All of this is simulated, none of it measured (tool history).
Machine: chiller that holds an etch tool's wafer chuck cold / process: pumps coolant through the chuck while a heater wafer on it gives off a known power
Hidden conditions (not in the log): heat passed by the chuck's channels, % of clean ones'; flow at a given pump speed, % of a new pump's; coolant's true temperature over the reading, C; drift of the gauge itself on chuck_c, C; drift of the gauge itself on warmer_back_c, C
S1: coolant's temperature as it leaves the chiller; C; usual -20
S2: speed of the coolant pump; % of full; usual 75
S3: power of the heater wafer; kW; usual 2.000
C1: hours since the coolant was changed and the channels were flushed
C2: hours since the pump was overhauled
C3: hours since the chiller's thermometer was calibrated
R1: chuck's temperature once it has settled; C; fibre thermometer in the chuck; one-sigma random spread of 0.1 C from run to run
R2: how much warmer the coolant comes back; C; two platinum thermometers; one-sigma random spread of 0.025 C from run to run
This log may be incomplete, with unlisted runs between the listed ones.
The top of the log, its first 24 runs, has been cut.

run,hour,S1,S2,S3,C1,C2,C3,R1,R2
25,798.4,-19,62,1.691,3519,1565,5303,-4.0,7.40
26,832.9,-20,92,1.126,3553,1600,5338,-12.9,3.47
27,871.0,-20,92,1.126,3592,1638,5376,-12.7,3.45
28,901.1,-27,63,2.098,3622,1668,5406,-8.6,9.18
29,941.1,-26,63,1.107,3662,1708,5446,-16.3,4.86
30,981.6,-26,63,1.107,3702,1748,5487,-16.4,4.96
31,1003.1,-20,98,1.795,3724,1770,5508,-9.2,5.24
32,1040.1,-28,75,2.000,3761,1807,5545,-12.9,7.49

4 ways to go on from here, each from the tool as it stands after run 32. What would each give?
A,1068.9,-29,75,1.631,3789,1836,5574,?,?
B,1068.9,-29,93,1.974,3789,1836,5574,?,?
C,1068.9,-20,99,2.020,3789,1836,5574,?,?
D,1068.9,-30,68,2.012,3789,1836,5574,?,?

run,R1,R2
A,-16.6,6.16
B,-16.7,6.06
C,-8.0,5.86
D,-13.5,8.27
Had the tool no hidden state, the same runs would have come out as:
run,R1,R2
A,-16.6,5.95
B,-16.7,5.86
C,-8.1,5.65
D,-13.5,8.06
